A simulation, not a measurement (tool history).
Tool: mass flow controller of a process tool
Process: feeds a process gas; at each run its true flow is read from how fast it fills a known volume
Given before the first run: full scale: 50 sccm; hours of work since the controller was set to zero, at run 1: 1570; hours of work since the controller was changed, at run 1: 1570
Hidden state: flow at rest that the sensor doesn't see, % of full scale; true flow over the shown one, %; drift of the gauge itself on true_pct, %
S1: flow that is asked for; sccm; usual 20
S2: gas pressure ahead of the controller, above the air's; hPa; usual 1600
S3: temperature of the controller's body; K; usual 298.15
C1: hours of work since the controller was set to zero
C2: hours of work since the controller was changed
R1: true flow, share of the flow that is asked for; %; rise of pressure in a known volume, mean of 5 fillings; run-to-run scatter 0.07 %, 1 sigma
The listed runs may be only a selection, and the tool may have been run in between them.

Run 1, day 0: usual settings; C1 1570; C2 1570. Result: R1 98.07 %.
Run 2, day 2.15: usual settings but S3 312.15 K; C1 1598; C2 1598. Result: R1 99.45 %.
Run 3, day 4.821: usual settings but S3 312.15 K; C1 1633; C2 1633. Result: R1 99.49 %.
Run 4, day 8.508: usual settings but S3 312.15 K; C1 1681; C2 1681. Result: R1 99.74 %.
Run 5, day 10.425: usual settings but S3 312.15 K; C1 1706; C2 1706. Result: R1 99.77 %.
Run 6, day 13.342: usual settings but S3 312.15 K; C1 1744; C2 1744. Result: R1 99.78 %.
Run 7, day 15.258: usual settings but S2 1560 hPa; C1 1769; C2 1769. Result: R1 98.5 %.
Run 8, day 18.142: usual settings; C1 1806; C2 1806. Result: R1 98.43 %.
Run 9, day 20.354: usual settings; C1 1835; C2 1835. Result: R1 98.66 %.
Run 10, day 22.167: usual settings; C1 1858; C2 1858. Result: R1 98.64 %.
Run 11, day 25.396: usual settings; C1 1900; C2 1900. Result: R1 98.79 %.
Run 12, day 28.317: usual settings; C1 1938; C2 1938. Result: R1 98.8 %.
Run 13, day 30.775: usual settings but S2 2530 hPa; C1 1970; C2 1970. Result: R1 99.31 %.
Run 14, day 32.433: usual settings but S2 2530 hPa; C1 1992; C2 1992. Result: R1 99.23 %.
Run 15, day 35.942: usual settings; C1 2037; C2 2037. Result: R1 98.94 %.
Run 16, day 38.492: usual settings; C1 2071; C2 2071. Result: R1 99.1 %.
Run 17, day 41.154: usual settings; C1 2105; C2 2105. Result: R1 99.08 %.
Run 18, day 42.708: usual settings but S3 299.15 K; C1 2125; C2 2125. Result: R1 99.23 %.
Run 19, day 45.825: usual settings but S3 299.15 K; C1 2166; C2 2166. Result: R1 99.29 %.
Run 20, day 47.35: usual settings; C1 2186; C2 2186. Result: R1 99.35 %.
Run 21, day 49.838: usual settings but S1 8 sccm, S2 2620 hPa, S3 304.15 K; C1 2218; C2 2218. Result: R1 99.61 %.
Run 22, day 52.117: usual settings but S1 9 sccm, S2 1700 hPa, S3 305.15 K; C1 2248; C2 2248. Result: R1 99.48 %.
At day 53.142: gauge calibrated.
Run 23, day 55.629: usual settings but S1 45 sccm, S2 2580 hPa, S3 308.15 K; C1 2293; C2 2293. Result: R1 100.83 %.
Run 24, day 58.358: usual settings but S1 10 sccm, S2 2210 hPa; C1 2329; C2 2329. Result: R1 97.85 %.
Run 25, day 61.775: usual settings but S1 6 sccm, S2 2020 hPa, S3 300.15 K; C1 2373; C2 2373. Result: R1 97.94 %.
Run 26, day 64.442: usual settings but S1 30 sccm, S2 1450 hPa, S3 300.15 K; C1 2408; C2 2408. Result: R1 99.06 %.
Run 27, day 66.383: usual settings but S1 30 sccm, S2 1450 hPa, S3 300.15 K; C1 2433; C2 2433. Result: R1 99.22 %.
Run 28, day 67.971: usual settings but S1 42 sccm, S3 294.15 K; C1 2454; C2 2454. Result: R1 99.45 %.
Run 29, day 70.842: usual settings but S1 42 sccm, S3 294.15 K; C1 2491; C2 2491. Result: R1 99.39 %.
Run 30, day 73.517: usual settings but S1 25 sccm, S2 1970 hPa, S3 294.15 K; C1 2526; C2 2526. Result: R1 98.65 %.
Run 31, day 76.796: usual settings but S1 25 sccm, S2 1970 hPa, S3 294.15 K; C1 2568; C2 2568. Result: R1 98.66 %.
Run 32, day 79.225: usual settings but S1 28 sccm, S2 1970 hPa, S3 294.15 K; C1 2600; C2 2600. Result: R1 98.91 %.
Run 33, day 81.204: usual settings but S3 294.15 K; C1 2626; C2 2626. Result: R1 98.51 %.
Run 34, day 83.162: usual settings but S3 294.15 K; C1 2651; C2 2651. Result: R1 98.49 %.
Run 35, day 86.392: usual settings but S3 294.15 K; C1 2693; C2 2693. Result: R1 98.38 %.
Run 36, day 88.671: usual settings but S1 10 sccm, S3 294.15 K; C1 2723; C2 2723. Result: R1 97.99 %.
At day 89.95: gauge calibrated.
Run 37, day 92.146: usual settings but S1 10 sccm, S3 294.15 K; C1 2768; C2 2768. Result: R1 97.15 %.
Run 38, day 94.742: usual settings but S1 10 sccm, S2 2120 hPa, S3 305.15 K; C1 2802; C2 2802. Result: R1 98.46 %.
Run 39, day 96.725: usual settings but S1 10 sccm, S2 2120 hPa, S3 305.15 K; C1 2827; C2 2827. Result: R1 98.5 %.
Run 40, day 100.1: usual settings but S1 10 sccm, S2 2120 hPa, S3 305.15 K; C1 2871; C2 2871. Result: R1 98.68 %.

What if the next run were any one of these 4? Each begins from the tool's condition after run 40:
Run A, day 102.317: usual settings but S1 35 sccm; C1 2900; C2 2900. Result: R1 ?.
Run B, day 102.317: usual settings but S1 14 sccm, S2 2210 hPa, S3 293.15 K; C1 2900; C2 2900. Result: R1 ?.
Run C, day 102.317: usual settings but S2 1850 hPa, S3 311.15 K; C1 2900; C2 2900. Result: R1 ?.
Run D, day 102.317: usual settings but S2 1860 hPa, S3 305.15 K; C1 2900; C2 2900. Result: R1 ?.

run     R1
  A  99.42
  B  97.83
  C  99.72
  D  99.15
Stripped of hidden state, with their random variation kept, the same runs would have yielded:
run     R1
  A   99.1
  B  97.51
  C  99.39
  D  98.83
